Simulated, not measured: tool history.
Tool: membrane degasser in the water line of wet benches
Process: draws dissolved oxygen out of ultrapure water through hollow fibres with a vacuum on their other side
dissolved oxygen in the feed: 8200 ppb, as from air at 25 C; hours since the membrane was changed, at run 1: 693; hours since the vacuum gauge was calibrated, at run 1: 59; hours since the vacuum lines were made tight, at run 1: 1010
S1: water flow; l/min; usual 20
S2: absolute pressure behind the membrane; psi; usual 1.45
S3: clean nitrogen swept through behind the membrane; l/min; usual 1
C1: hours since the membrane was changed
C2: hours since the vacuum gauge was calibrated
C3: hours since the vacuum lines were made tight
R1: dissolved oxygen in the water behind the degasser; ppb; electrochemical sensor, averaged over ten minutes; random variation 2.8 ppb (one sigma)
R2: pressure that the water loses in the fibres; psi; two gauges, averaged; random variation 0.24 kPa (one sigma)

{"run": 1, "hour": 0.0, "S1": 20, "S2": 1.45, "S3": 1, "C1": 693, "C2": 59, "C3": 1010, "R1": 295.6, "R2": 8.989}
{"run": 2, "hour": 31.3, "S1": 20, "S2": 1.45, "S3": 1, "C1": 725, "C2": 90, "C3": 1041, "R1": 299.4, "R2": 9.007}
{"run": 3, "hour": 52.0, "S1": 20, "S2": 1.45, "S3": 1, "C1": 745, "C2": 111, "C3": 1062, "R1": 298.3, "R2": 9.026}
{"run": 4, "hour": 71.8, "S1": 20, "S2": 3.41, "S3": 1, "C1": 765, "C2": 131, "C3": 1081, "R1": 833.2, "R2": 9.029}
{"run": 5, "hour": 93.7, "S1": 20, "S2": 3.41, "S3": 1, "C1": 787, "C2": 152, "C3": 1103, "R1": 825.6, "R2": 9.062}
{"run": 6, "hour": 134.8, "S1": 20, "S2": 3.41, "S3": 1, "C1": 828, "C2": 194, "C3": 1144, "R1": 826.7, "R2": 9.008}
{"run": 7, "hour": 170.6, "S1": 20, "S2": 1.45, "S3": 0.98, "C1": 864, "C2": 229, "C3": 1180, "R1": 302.8, "R2": 8.994}
{"run": 8, "hour": 189.3, "S1": 20, "S2": 1.45, "S3": 0.98, "C1": 883, "C2": 248, "C3": 1199, "R1": 299.8, "R2": 9.005}
{"run": 9, "hour": 217.0, "S1": 20, "S2": 1.45, "S3": 1.25, "C1": 910, "C2": 276, "C3": 1227, "R1": 248, "R2": 9.056}
{"run": 10, "hour": 261.2, "S1": 20, "S2": 1.45, "S3": 1, "C1": 955, "C2": 320, "C3": 1271, "R1": 301.8, "R2": 9.029}

Forecast run 11:
{"run": 11, "hour": 297.6, "S1": 20, "S2": 1.45, "S3": 0.47, "C1": 991, "C2": 356, "C3": 1307, "R1": "?", "R2": "?"}

R1: 546.1 ppb
R2: 9.059 psi
Without the tool's hidden state the same run would have given R1 545.1 ppb, R2 9.017 psi.
